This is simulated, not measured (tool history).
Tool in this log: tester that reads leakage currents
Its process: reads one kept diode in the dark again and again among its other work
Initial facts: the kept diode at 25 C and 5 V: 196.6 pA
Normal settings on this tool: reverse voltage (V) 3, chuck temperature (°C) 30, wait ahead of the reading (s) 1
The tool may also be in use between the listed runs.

| run | day | reverse voltage (V) | chuck temperature (°C) | wait ahead of the reading (s) | current that the tester gives (pA) |
|---|---|---|---|---|---|
| 1 | 0 | 3 | 30 | 1 | 236.87 |
|  | 1.788 | chuck's temperature calibrated |
| 2 | 3.312 | 1.32 | 30 | 1 | 168.46 |
| 3 | 10.696 | 1.32 | 30 | 1 | 168.32 |
| 4 | 15.55 | 1.32 | 30 | 1 | 167.86 |
| 5 | 22.308 | 1.32 | 30 | 1 | 167.55 |
| 6 | 27.608 | 3 | 30 | 1 | 235.47 |
| 7 | 32.188 | 3 | 30 | 0.38 | 235.6 |
| 8 | 39.088 | 3 | 30 | 0.38 | 237.17 |
| 9 | 43.117 | 3 | 30 | 0.38 | 236.43 |
| 10 | 47.529 | 7.15 | 20 | 1.44 | 154.45 |
| 11 | 51.8 | 7.15 | 28 | 3.3 | 287.11 |
| 12 | 58.633 | 7.15 | 28 | 3.3 | 288.64 |
|  | 60.279 | tester calibrated |
| 13 | 62.629 | 2.37 | 36 | 6.23 | 332 |
| 14 | 69.738 | 1.98 | 30 | 0.51 | 199.73 |
| 15 | 76.021 | 1.16 | 27 | 6.41 | 126.5 |
| 16 | 79.588 | 1.16 | 27 | 6.41 | 126.79 |
|  | 80.038 | probe card cleaned and baked |
| 17 | 82.925 | 12.75 | 44 | 1.25 | 1159.1 |
| 18 | 86.262 | 1.02 | 30 | 9.37 | 151.42 |

What if the next run were any one of these 3? Each begins from the tool's condition after run 18:
| A | 92.246 | 8.89 | 21 | 0.32 | ? |
| B | 92.246 | 16.87 | 30 | 3.05 | ? |
| C | 92.246 | 1.03 | 30 | 9.22 | ? |

| run | current that the tester gives (pA) |
|---|---|
| A | 188.98 |
| B | 476.21 |
| C | 151.96 |
Without the tool's hidden state the same runs would have given:
| run | current that the tester gives (pA) |
|---|---|
| A | 188.73 |
| B | 475.59 |
| C | 151.77 |
